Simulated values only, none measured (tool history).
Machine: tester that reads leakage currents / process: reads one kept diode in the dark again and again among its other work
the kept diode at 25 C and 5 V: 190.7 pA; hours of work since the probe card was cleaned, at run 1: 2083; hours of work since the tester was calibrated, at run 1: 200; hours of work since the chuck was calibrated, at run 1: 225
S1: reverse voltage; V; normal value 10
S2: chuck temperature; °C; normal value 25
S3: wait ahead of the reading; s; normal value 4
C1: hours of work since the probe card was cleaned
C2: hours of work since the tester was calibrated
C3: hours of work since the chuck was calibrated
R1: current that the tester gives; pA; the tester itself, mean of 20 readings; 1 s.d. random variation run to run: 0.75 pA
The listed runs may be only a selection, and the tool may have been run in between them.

run   hour    S1  S2    S3    C1   C2   C3       R1
  1      0    10  25     4  2083  200  225   288.05
  2   15.5    10  25     4  2093  210  235   288.64
  3   40.5    10  25     4  2109  226  251   287.35
  4   71.2    10  25     4  2129  246  271   288.57
  5   89.1    10  25     4  2140  257  283    286.2
  6  125.9    10  25     4  2164  281  307   287.57
  7  153.2    10  25     4  2182  299  324   287.68
  8  168.6    10  44     4  2192  309  334  1113.41
  9  190.3    10  44     4  2206  323  348  1116.59
 10  224.6    10  44     4  2228  345  371  1115.96
 11    262    10  42     4  2252  369  395   973.82
 12  289.6    10  29  1.89  2270  387  413   390.56
 13  316.3   2.3  21     4  2288  404  430    88.85
 14  345.9     7  31  1.99  2307  424  449   364.98
 15  382.9  18.6  29     4  2331  448  473   559.05
     410.3  -- probe card cleaned and baked
 16  413.5   5.9  29  1.52     2  465  491   285.44
 17    451   5.9  53  2.63    26  490  515  1472.53
 18  481.9   5.2  25   0.8    46  510  535   196.82
 19  508.4   2.8  25     4    63  527  552   135.78
 20  526.7   1.8  39  0.82    75  539  564   289.01
 21  553.7   1.8  39  1.42    93  556  582   289.59
 22  589.5  13.8  35   0.3   116  579  605   735.46

4 ways to go on from here, each from the tool as it stands after run 22. What would each give?
  A   608  13.8  53  3.12  128  591  617   ?
  B   608    10  23  0.56  128  591  617   ?
  C   608  13.5  39  3.48  128  591  617   ?
  D   608   2.4  27  1.77  128  591  617   ?

run       R1
  A  2423.79
  B   250.65
  C   946.31
  D   144.39
With the hidden condition removed and each run's random variation left untouched, the same runs would have given:
run       R1
  A  2425.74
  B   250.86
  C   947.11
  D   144.52

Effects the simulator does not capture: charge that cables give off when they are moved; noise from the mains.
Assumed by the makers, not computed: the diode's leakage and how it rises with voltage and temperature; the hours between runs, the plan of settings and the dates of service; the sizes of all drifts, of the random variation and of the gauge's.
